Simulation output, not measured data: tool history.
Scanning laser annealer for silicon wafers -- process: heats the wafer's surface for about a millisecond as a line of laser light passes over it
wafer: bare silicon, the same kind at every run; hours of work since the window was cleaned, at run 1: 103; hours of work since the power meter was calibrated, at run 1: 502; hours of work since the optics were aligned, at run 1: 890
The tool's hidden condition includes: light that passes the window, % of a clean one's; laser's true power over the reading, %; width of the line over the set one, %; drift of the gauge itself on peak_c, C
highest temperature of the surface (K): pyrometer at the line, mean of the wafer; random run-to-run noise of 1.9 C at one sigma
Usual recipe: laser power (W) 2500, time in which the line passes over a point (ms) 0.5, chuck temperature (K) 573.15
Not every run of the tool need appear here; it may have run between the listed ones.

run,day,laser power (W),time in which the line passes over a point (ms),chuck temperature (K),hours of work since the window was cleaned,hours of work since the power meter was calibrated,hours of work since the optics were aligned,highest temperature of the surface (K)
1,0,2500,0.5,573.15,103,502,890,1369.15
2,0.817,2500,0.5,573.15,117,516,904,1365.15
3,1.583,2500,0.5,573.15,130,529,917,1367.15
# day 1.921: optics aligned, line set to its width
4,2.267,2500,0.5,573.15,138,537,6,1369.15
5,2.638,2500,0.5,573.15,145,544,12,1366.15
6,3.192,2500,0.5,573.15,154,553,22,1373.15
7,3.638,2500,0.5,605.15,162,561,29,1400.15
8,3.988,2500,0.561,573.15,168,567,35,1427.15
9,4.362,2309,0.396,609.15,174,573,42,1250.15
10,4.812,2203,0.372,609.15,182,581,50,1201.15
11,5.508,2236,0.5,573.15,194,593,62,1289.15
12,6.292,2236,0.5,573.15,207,606,75,1289.15
13,6.85,2456,0.406,600.15,217,616,85,1292.15

Predict each of these 3 candidate next runs independently; none follows another, all start after run 13:
A,7.2,2670,0.557,546.15,223,622,91,?
B,7.2,2486,0.474,568.15,223,622,91,?
C,7.2,2245,0.58,553.15,223,622,91,?

run,highest temperature of the surface (K)
A,1449.15
B,1333.15
C,1334.15
With the hidden condition removed and each run's random variation left untouched, the same runs would have given:
run,highest temperature of the surface (K)
A,1456.15
B,1338.15
C,1339.15

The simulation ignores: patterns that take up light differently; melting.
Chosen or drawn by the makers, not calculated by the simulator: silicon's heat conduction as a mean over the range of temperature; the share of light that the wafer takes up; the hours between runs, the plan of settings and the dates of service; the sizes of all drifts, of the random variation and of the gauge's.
